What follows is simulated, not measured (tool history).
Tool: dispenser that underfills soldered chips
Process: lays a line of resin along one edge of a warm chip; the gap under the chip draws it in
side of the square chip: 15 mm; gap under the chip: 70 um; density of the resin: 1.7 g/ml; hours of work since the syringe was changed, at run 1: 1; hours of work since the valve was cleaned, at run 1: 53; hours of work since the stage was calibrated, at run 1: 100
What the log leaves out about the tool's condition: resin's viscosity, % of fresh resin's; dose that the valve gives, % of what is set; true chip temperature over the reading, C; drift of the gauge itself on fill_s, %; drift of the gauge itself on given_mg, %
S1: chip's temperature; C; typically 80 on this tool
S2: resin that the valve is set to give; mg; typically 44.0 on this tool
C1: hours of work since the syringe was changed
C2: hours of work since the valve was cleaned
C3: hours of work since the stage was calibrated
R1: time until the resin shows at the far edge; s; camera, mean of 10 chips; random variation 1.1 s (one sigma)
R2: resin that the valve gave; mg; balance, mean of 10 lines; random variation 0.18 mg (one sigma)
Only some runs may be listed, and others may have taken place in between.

run 1 hour=0.0 | S1=80 S2=44.0 | C1=1 C2=53 C3=100 | R1=105.8 R2=41.59
run 2 hour=2.8 | S1=80 S2=44.0 | C1=3 C2=55 C3=102 | R1=118.3 R2=41.32
run 3 hour=4.8 | S1=73 S2=44.0 | C1=4 C2=56 C3=104 | R1=185.9 R2=41.62
run 4 hour=8.2 | S1=80 S2=44.0 | C1=6 C2=58 C3=106 | R1=145.5 R2=41.37
run 5 hour=10.6 | S1=77 S2=44.0 | C1=8 C2=60 C3=108 | R1=184.4 R2=41.57
-- hour=11.9 new syringe of resin
run 6 hour=13.2 | S1=80 S2=45.7 | C1=1 C2=62 C3=109 | R1=111.4 R2=43.15
run 7 hour=16.6 | S1=80 S2=45.7 | C1=3 C2=64 C3=112 | R1=126.3 R2=42.67
run 8 hour=19.3 | S1=80 S2=44.0 | C1=5 C2=66 C3=114 | R1=140.2 R2=41.13
run 9 hour=22.5 | S1=81 S2=44.0 | C1=7 C2=68 C3=116 | R1=148.8 R2=40.89
-- hour=24.7 new syringe of resin
run 10 hour=25.0 | S1=81 S2=44.0 | C1=0 C2=70 C3=117 | R1=102.1 R2=40.99
run 11 hour=28.8 | S1=81 S2=44.0 | C1=3 C2=72 C3=120 | R1=116.9 R2=41.06
run 12 hour=30.9 | S1=80 S2=44.0 | C1=4 C2=74 C3=122 | R1=134.5 R2=40.90
run 13 hour=35.3 | S1=80 S2=46.1 | C1=7 C2=77 C3=125 | R1=154.1 R2=42.31
-- hour=37.3 new syringe of resin
run 14 hour=39.8 | S1=74 S2=46.1 | C1=2 C2=80 C3=128 | R1=159.4 R2=42.65
run 15 hour=44.2 | S1=74 S2=46.1 | C1=5 C2=83 C3=131 | R1=192.6 R2=42.34
run 16 hour=46.2 | S1=80 S2=49.0 | C1=6 C2=84 C3=132 | R1=150.8 R2=45.01
run 17 hour=49.3 | S1=80 S2=44.0 | C1=8 C2=87 C3=134 | R1=169.2 R2=40.21
-- hour=50.1 new syringe of resin
run 18 hour=53.5 | S1=80 S2=44.0 | C1=2 C2=89 C3=137 | R1=119.6 R2=40.28
run 19 hour=56.7 | S1=80 S2=50.6 | C1=5 C2=92 C3=139 | R1=132.1 R2=46.18
run 20 hour=59.4 | S1=77 S2=38.9 | C1=6 C2=93 C3=141 | R1=178.2 R2=35.31
-- hour=62.9 new syringe of resin
run 21 hour=63.0 | S1=94 S2=47.7 | C1=0 C2=96 C3=144 | R1=53.3 R2=43.21
run 22 hour=67.0 | S1=94 S2=47.7 | C1=3 C2=99 C3=146 | R1=61.6 R2=42.82
run 23 hour=71.3 | S1=85 S2=46.1 | C1=6 C2=102 C3=149 | R1=111.1 R2=41.71
-- hour=75.6 new syringe of resin
run 24 hour=75.6 | S1=79 S2=52.9 | C1=0 C2=105 C3=152 | R1=111.0 R2=47.57
run 25 hour=78.9 | S1=69 S2=44.0 | C1=2 C2=107 C3=154 | R1=217.1 R2=39.37
run 26 hour=81.1 | S1=86 S2=48.1 | C1=4 C2=108 C3=156 | R1=94.5 R2=42.94
run 27 hour=85.0 | S1=72 S2=57.0 | C1=7 C2=111 C3=159 | R1=221.9 R2=50.67
-- hour=88.4 new syringe of resin
run 28 hour=89.7 | S1=85 S2=50.2 | C1=1 C2=114 C3=162 | R1=87.0 R2=44.48
-- hour=93.1 dispensing valve cleaned and set on the balance
run 29 hour=93.3 | S1=94 S2=46.3 | C1=3 C2=0 C3=164 | R1=59.4 R2=45.96
run 30 hour=97.7 | S1=94 S2=46.3 | C1=6 C2=3 C3=167 | R1=71.5 R2=46.04
run 31 hour=100.5 | S1=70 S2=37.9 | C1=8 C2=5 C3=169 | R1=281.6 R2=37.57
-- hour=102.0 new syringe of resin
run 32 hour=104.9 | S1=93 S2=43.6 | C1=2 C2=8 C3=172 | R1=63.0 R2=42.96
run 33 hour=107.2 | S1=89 S2=45.3 | C1=4 C2=10 C3=173 | R1=81.7 R2=44.87
run 34 hour=109.9 | S1=89 S2=42.8 | C1=6 C2=12 C3=175 | R1=90.9 R2=42.40
run 35 hour=112.3 | S1=85 S2=39.3 | C1=7 C2=13 C3=177 | R1=124.1 R2=38.80
-- hour=114.8 new syringe of resin
run 36 hour=115.8 | S1=85 S2=39.3 | C1=1 C2=16 C3=179 | R1=86.8 R2=38.77
run 37 hour=119.9 | S1=70 S2=43.0 | C1=4 C2=18 C3=182 | R1=219.4 R2=41.68

Consider 3 possible next runs. They are alternatives, not a sequence: every one starts from the tool as it was left by run 37. What does each give?
run A hour=121.9 | S1=65 S2=55.8 | C1=5 C2=20 C3=183 | R1=? R2=?
run B hour=121.9 | S1=69 S2=40.1 | C1=5 C2=20 C3=183 | R1=? R2=?
run C hour=121.9 | S1=83 S2=43.6 | C1=5 C2=20 C3=183 | R1=? R2=?

run=A R1=305.9 R2=54.62
run=B R1=253.0 R2=39.32
run=C R1=118.6 R2=42.85
The same runs, with their run-to-run variation unchanged, on a tool lacking any hidden condition would have given:
run=A R1=226.1 R2=55.72
run=B R1=186.8 R2=40.11
run=C R1=87.9 R2=43.71
